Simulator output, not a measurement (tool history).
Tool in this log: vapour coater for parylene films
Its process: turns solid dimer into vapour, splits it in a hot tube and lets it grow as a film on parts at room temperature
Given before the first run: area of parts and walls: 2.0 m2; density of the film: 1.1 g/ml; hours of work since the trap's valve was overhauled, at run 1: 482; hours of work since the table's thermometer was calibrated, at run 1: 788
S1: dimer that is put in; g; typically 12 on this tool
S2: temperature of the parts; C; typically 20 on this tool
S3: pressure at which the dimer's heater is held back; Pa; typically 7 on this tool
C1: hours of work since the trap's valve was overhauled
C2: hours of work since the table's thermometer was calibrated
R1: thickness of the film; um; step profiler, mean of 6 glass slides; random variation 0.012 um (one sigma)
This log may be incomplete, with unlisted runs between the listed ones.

run   hour  S1  S2    S3   C1    C2    R1
  1      0  12  20     7  482   788  2.48
  2   31.1  12  20     7  506   811  2.48
  3     67  12  20     7  533   838  2.47
  4   96.9  12  20     7  556   861  2.45
       136  -- trap's valve overhauled
  5    136  12  20     7    0   888  2.49
  6  162.3  12  20     7   20   908   2.5
  7  180.2  12  20     7   33   921  2.49
  8  198.8  12  20  5.29   48   935  2.65
  9  220.3  12  20  5.29   64   951  2.64
 10  242.3  12  20  5.29   80   968  2.64
 11  270.4  12  20  5.29  102   989  2.65
 12  291.7  12  18  5.29  118  1006  2.76
 13  310.3  12  18  5.29  132  1020  2.76
 14  342.5  12  14     7  156  1044  2.79
 15  378.3   7  15     7  184  1071  1.59
 16  403.1  15  18  4.84  202  1090  3.47

3 ways to go on from here, each from the tool as it stands after run 16. What would each give?
  A  421.9   6  18   4.84  217  1104   ?
  B  421.9  10  20  11.95  217  1104   ?
  C  421.9  12  27      7  217  1104   ?

run    R1
  A  1.39
  B  1.88
  C   2.2
The same runs, with their run-to-run variation unchanged, on a tool lacking any hidden condition would have given:
run    R1
  A  1.37
  B  1.85
  C  2.17

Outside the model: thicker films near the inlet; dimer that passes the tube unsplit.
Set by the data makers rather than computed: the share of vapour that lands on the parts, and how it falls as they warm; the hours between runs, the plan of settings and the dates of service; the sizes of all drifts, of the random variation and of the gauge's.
